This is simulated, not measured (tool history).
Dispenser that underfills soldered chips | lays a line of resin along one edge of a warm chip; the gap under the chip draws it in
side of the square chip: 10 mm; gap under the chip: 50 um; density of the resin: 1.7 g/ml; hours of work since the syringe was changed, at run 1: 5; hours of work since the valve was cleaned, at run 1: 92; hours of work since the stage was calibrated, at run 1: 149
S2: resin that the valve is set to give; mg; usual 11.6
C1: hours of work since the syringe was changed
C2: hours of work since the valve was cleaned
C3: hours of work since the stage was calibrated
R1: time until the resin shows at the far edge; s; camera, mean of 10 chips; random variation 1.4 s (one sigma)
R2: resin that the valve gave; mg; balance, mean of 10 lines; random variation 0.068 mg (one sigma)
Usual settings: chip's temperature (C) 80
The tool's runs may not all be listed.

Run 1, hour 0.0: usual settings; C1 5; C2 92; C3 149. Result: R1 158.2 s, R2 10.95 mg.
At hour 2.8: new syringe of resin.
At hour 11.6: new syringe of resin.
Run 2, hour 14.0: usual settings; C1 2; C2 102; C3 159. Result: R1 139.0 s, R2 10.99 mg.
At hour 21.0: new syringe of resin.
Run 3, hour 27.1: usual settings; C1 4; C2 111; C3 168. Result: R1 156.9 s, R2 10.73 mg.
At hour 30.8: new syringe of resin.
At hour 40.1: new syringe of resin.
At hour 45.1: dispensing valve cleaned and set on the balance.
Run 4, hour 45.1: usual settings; C1 3; C2 0; C3 179. Result: R1 145.1 s, R2 11.63 mg.
At hour 49.8: new syringe of resin.
At hour 59.4: new syringe of resin.
Run 5, hour 63.4: usual settings; C1 3; C2 13; C3 192. Result: R1 143.1 s, R2 11.45 mg.
At hour 69.0: new syringe of resin.
Run 6, hour 77.1: usual settings; C1 6; C2 22; C3 202. Result: R1 165.4 s, R2 11.51 mg.
At hour 79.0: new syringe of resin.
At hour 88.3: new syringe of resin.
Run 7, hour 93.4: usual settings; C1 4; C2 33; C3 213. Result: R1 148.5 s, R2 11.42 mg.
At hour 96.8: new syringe of resin.
At hour 105.9: new syringe of resin.
Run 8, hour 108.1: usual settings but S2 11.8 mg; C1 2; C2 44; C3 223. Result: R1 140.4 s, R2 11.70 mg.
At hour 115.3: new syringe of resin.
Run 9, hour 117.9: usual settings; C1 2; C2 50; C3 230. Result: R1 137.7 s, R2 11.36 mg.
At hour 124.0: new syringe of resin.
At hour 133.5: new syringe of resin.
Run 10, hour 133.5: usual settings; C1 0; C2 61; C3 240. Result: R1 132.9 s, R2 11.16 mg.
Run 11, hour 140.9: usual settings; C1 5; C2 66; C3 246. Result: R1 161.8 s, R2 11.30 mg.
At hour 142.7: new syringe of resin.
At hour 152.1: new syringe of resin.
Run 12, hour 155.6: usual settings but S2 14.9 mg; C1 2; C2 76; C3 256. Result: R1 139.8 s, R2 14.39 mg.
At hour 161.2: new syringe of resin.
At hour 169.8: new syringe of resin.
Run 13, hour 172.8: usual settings but S2 14.9 mg; C1 2; C2 88; C3 268. Result: R1 134.5 s, R2 14.18 mg.
At hour 178.9: new syringe of resin.
Run 14, hour 180.3: usual settings but S2 14.9 mg; C1 1; C2 93; C3 273. Result: R1 128.9 s, R2 14.17 mg.
At hour 187.5: new syringe of resin.
Run 15, hour 194.8: usual settings but S2 14.9 mg; C1 5; C2 103; C3 283. Result: R1 151.9 s, R2 14.19 mg.
At hour 196.2: new syringe of resin.
At hour 204.8: new syringe of resin.
Run 16, hour 211.0: usual settings but chip's temperature (C) 93, S2 14.9 mg; C1 4; C2 115; C3 294. Result: R1 97.7 s, R2 13.97 mg.
At hour 214.5: new syringe of resin.
At hour 223.9: new syringe of resin.
At hour 224.9: dispensing valve cleaned and set on the balance.
Run 17, hour 229.4: usual settings but chip's temperature (C) 93, S2 14.9 mg; C1 3; C2 3; C3 306. Result: R1 92.8 s, R2 14.87 mg.
At hour 233.5: new syringe of resin.
At hour 242.3: new syringe of resin.
Run 18, hour 242.3: usual settings but chip's temperature (C) 79, S2 10.4 mg; C1 0; C2 12; C3 315. Result: R1 138.8 s, R2 10.26 mg.
At hour 251.2: new syringe of resin.
Run 19, hour 255.3: usual settings but S2 14.6 mg; C1 3; C2 21; C3 324. Result: R1 136.8 s, R2 14.61 mg.
At hour 259.9: new syringe of resin.
Run 20, hour 267.8: usual settings but chip's temperature (C) 91, S2 14.2 mg; C1 6; C2 30; C3 333. Result: R1 109.9 s, R2 13.90 mg.
At hour 268.9: new syringe of resin.
At hour 277.7: new syringe of resin.
Run 21, hour 278.2: usual settings but chip's temperature (C) 89, S2 11.8 mg; C1 0; C2 37; C3 340. Result: R1 96.5 s, R2 11.52 mg.
Run 22, hour 285.6: usual settings but chip's temperature (C) 91, S2 11.8 mg; C1 6; C2 42; C3 345. Result: R1 112.2 s, R2 11.51 mg.
At hour 286.8: new syringe of resin.
Run 23, hour 293.9: usual settings but chip's temperature (C) 94, S2 10.0 mg; C1 5; C2 48; C3 351. Result: R1 107.5 s, R2 9.83 mg.
At hour 295.4: new syringe of resin.
Run 24, hour 302.6: usual settings but chip's temperature (C) 91, S2 13.2 mg; C1 5; C2 54; C3 357. Result: R1 107.5 s, R2 12.90 mg.
At hour 304.5: new syringe of resin.
At hour 313.3: new syringe of resin.
Run 25, hour 315.6: usual settings but chip's temperature (C) 93, S2 14.4 mg; C1 2; C2 63; C3 365. Result: R1 87.7 s, R2 14.04 mg.
At hour 322.7: new syringe of resin.
Run 26, hour 324.5: usual settings but chip's temperature (C) 93, S2 14.4 mg; C1 1; C2 69; C3 372. Result: R1 87.0 s, R2 13.91 mg.
At hour 331.4: new syringe of resin.
Run 27, hour 332.2: usual settings but chip's temperature (C) 88, S2 13.1 mg; C1 1; C2 74; C3 377. Result: R1 100.2 s, R2 12.60 mg.
At hour 340.5: new syringe of resin.
At hour 349.1: new syringe of resin.
Run 28, hour 350.3: usual settings but chip's temperature (C) 81, S2 13.1 mg; C1 1; C2 87; C3 389. Result: R1 125.2 s, R2 12.53 mg.
At hour 358.3: new syringe of resin.
Run 29, hour 362.8: usual settings but chip's temperature (C) 75, S2 13.7 mg; C1 3; C2 95; C3 398. Result: R1 161.6 s, R2 12.84 mg.
At hour 367.5: new syringe of resin.
At hour 377.5: new syringe of resin.
Run 30, hour 378.0: usual settings but chip's temperature (C) 89, S2 10.0 mg; C1 0; C2 106; C3 408. Result: R1 104.2 s, R2 9.40 mg.
At hour 386.1: new syringe of resin.
Run 31, hour 386.1: usual settings but chip's temperature (C) 90, S2 11.4 mg; C1 0; C2 111; C3 414. Result: R1 94.4 s, R2 10.72 mg.
Run 32, hour 393.4: usual settings but chip's temperature (C) 82, S2 14.7 mg; C1 5; C2 116; C3 419. Result: R1 139.6 s, R2 13.74 mg.
At hour 394.8: new syringe of resin.
Run 33, hour 401.2: usual settings but chip's temperature (C) 95; C1 5; C2 122; C3 425. Result: R1 95.6 s, R2 10.93 mg.

The same runs without the tool's hidden state, with the same run-to-run variation:
The hidden state here: resin's viscosity, % of fresh resin's; dose that the valve gives, % of what is set; true chip temperature over the reading, C; drift of the gauge itself on fill_s, %; drift of the gauge itself on given_mg, %.
run     R1     R2
  1  135.9  11.53
  2  133.2  11.64
  3  134.8  11.44
  4  135.3  11.60
  5  133.9  11.50
  6  137.0  11.62
  7  134.9  11.61
  8  134.9  11.96
  9  134.1  11.66
 10  134.9  11.52
 11  136.2  11.70
 12  130.7  14.98
 13  127.8  14.87
 14  130.5  14.90
 15  131.2  15.01
 16   87.3  14.87
 17   88.7  14.85
 18  146.3  10.29
 19  130.6  14.73
 20   94.3  14.09
 21  101.1  11.72
 22   97.4  11.74
 23   92.6  10.07
 24   93.7  13.25
 25   87.9  14.50
 26   87.8  14.42
 27  103.1  13.11
 28  128.7  13.12
 29  153.9  13.52
 30  107.3   9.95
 31   99.8  11.40
 32  124.5  14.64
 33   84.5  11.68
